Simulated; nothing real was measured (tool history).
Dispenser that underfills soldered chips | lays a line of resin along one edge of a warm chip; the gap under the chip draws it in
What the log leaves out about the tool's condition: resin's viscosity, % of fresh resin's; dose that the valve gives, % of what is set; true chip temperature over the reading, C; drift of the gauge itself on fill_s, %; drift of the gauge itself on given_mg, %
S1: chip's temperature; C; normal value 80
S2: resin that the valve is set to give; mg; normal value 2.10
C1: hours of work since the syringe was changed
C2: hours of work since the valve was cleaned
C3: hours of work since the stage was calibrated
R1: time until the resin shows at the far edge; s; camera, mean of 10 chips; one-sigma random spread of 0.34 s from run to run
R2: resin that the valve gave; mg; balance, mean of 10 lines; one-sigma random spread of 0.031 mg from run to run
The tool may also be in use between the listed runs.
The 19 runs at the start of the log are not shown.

At hour 187.9: new syringe of resin.
Run 20, hour 200.7: usual settings but S1 92 C, S2 1.91 mg; C1 8; C2 40; C3 260. Result: R1 15.0 s, R2 1.88 mg.
At hour 206.3: new syringe of resin.
Run 21, hour 215.1: usual settings but S1 92 C, S2 1.91 mg; C1 5; C2 49; C3 269. Result: R1 13.5 s, R2 1.87 mg.
At hour 224.1: new syringe of resin.
Run 22, hour 226.5: usual settings but S1 79 C, S2 2.45 mg; C1 2; C2 56; C3 276. Result: R1 20.6 s, R2 2.30 mg.
Run 23, hour 238.4: usual settings but S1 79 C, S2 2.45 mg; C1 9; C2 64; C3 283. Result: R1 28.8 s, R2 2.29 mg.
At hour 242.0: new syringe of resin.
Run 24, hour 244.9: usual settings but S1 79 C, S2 2.45 mg; C1 2; C2 68; C3 287. Result: R1 20.8 s, R2 2.35 mg.
Run 25, hour 257.5: usual settings but S1 68 C, S2 2.54 mg; C1 10; C2 76; C3 295. Result: R1 48.2 s, R2 2.46 mg.
At hour 260.5: new syringe of resin.
Run 26, hour 266.8: usual settings but S1 82 C, S2 2.03 mg; C1 4; C2 81; C3 301. Result: R1 21.0 s, R2 1.94 mg.
Run 27, hour 277.1: usual settings but S1 71 C, S2 2.66 mg; C1 10; C2 88; C3 307. Result: R1 42.4 s, R2 2.45 mg.
At hour 278.9: new syringe of resin.
Run 28, hour 291.5: usual settings but S1 71 C, S2 2.66 mg; C1 8; C2 96; C3 316. Result: R1 39.3 s, R2 2.51 mg.
At hour 297.4: new syringe of resin.
Run 29, hour 304.7: usual settings but S1 92 C, S2 1.84 mg; C1 5; C2 105; C3 324. Result: R1 14.3 s, R2 1.67 mg.
Run 30, hour 313.0: usual settings but S1 89 C; C1 10; C2 110; C3 329. Result: R1 18.9 s, R2 1.93 mg.
At hour 315.9: new syringe of resin.
Run 31, hour 320.3: usual settings but S1 86 C; C1 3; C2 114; C3 334. Result: R1 16.6 s, R2 1.95 mg.
Run 32, hour 329.9: usual settings but S1 67 C; C1 9; C2 120; C3 340. Result: R1 53.8 s, R2 1.94 mg.
At hour 334.7: new syringe of resin.
Run 33, hour 343.5: usual settings but S1 77 C, S2 2.03 mg; C1 5; C2 129; C3 348. Result: R1 28.2 s, R2 1.83 mg.
Run 34, hour 349.2: usual settings but S1 81 C, S2 1.99 mg; C1 9; C2 132; C3 352. Result: R1 26.6 s, R2 1.74 mg.
At hour 352.6: new syringe of resin.
Run 35, hour 355.9: usual settings but S2 2.27 mg; C1 2; C2 136; C3 356. Result: R1 21.8 s, R2 2.07 mg.

Branching from run 35: 3 alternative next runs. What would each branch give?
Run A, hour 368.1: usual settings but S1 83 C, S2 1.85 mg; C1 10; C2 144; C3 363. Result: R1 ?, R2 ?.
Run B, hour 368.1: usual settings but S2 1.99 mg; C1 10; C2 144; C3 363. Result: R1 ?, R2 ?.
Run C, hour 368.1: usual settings but S2 2.23 mg; C1 10; C2 144; C3 363. Result: R1 ?, R2 ?.

run    R1    R2
  A  26.6  1.65
  B  30.2  1.82
  C  28.6  1.99
Stripped of hidden state, with their random variation kept, the same runs would have yielded:
run    R1    R2
  A  14.9  1.84
  B  17.1  2.02
  C  16.6  2.21

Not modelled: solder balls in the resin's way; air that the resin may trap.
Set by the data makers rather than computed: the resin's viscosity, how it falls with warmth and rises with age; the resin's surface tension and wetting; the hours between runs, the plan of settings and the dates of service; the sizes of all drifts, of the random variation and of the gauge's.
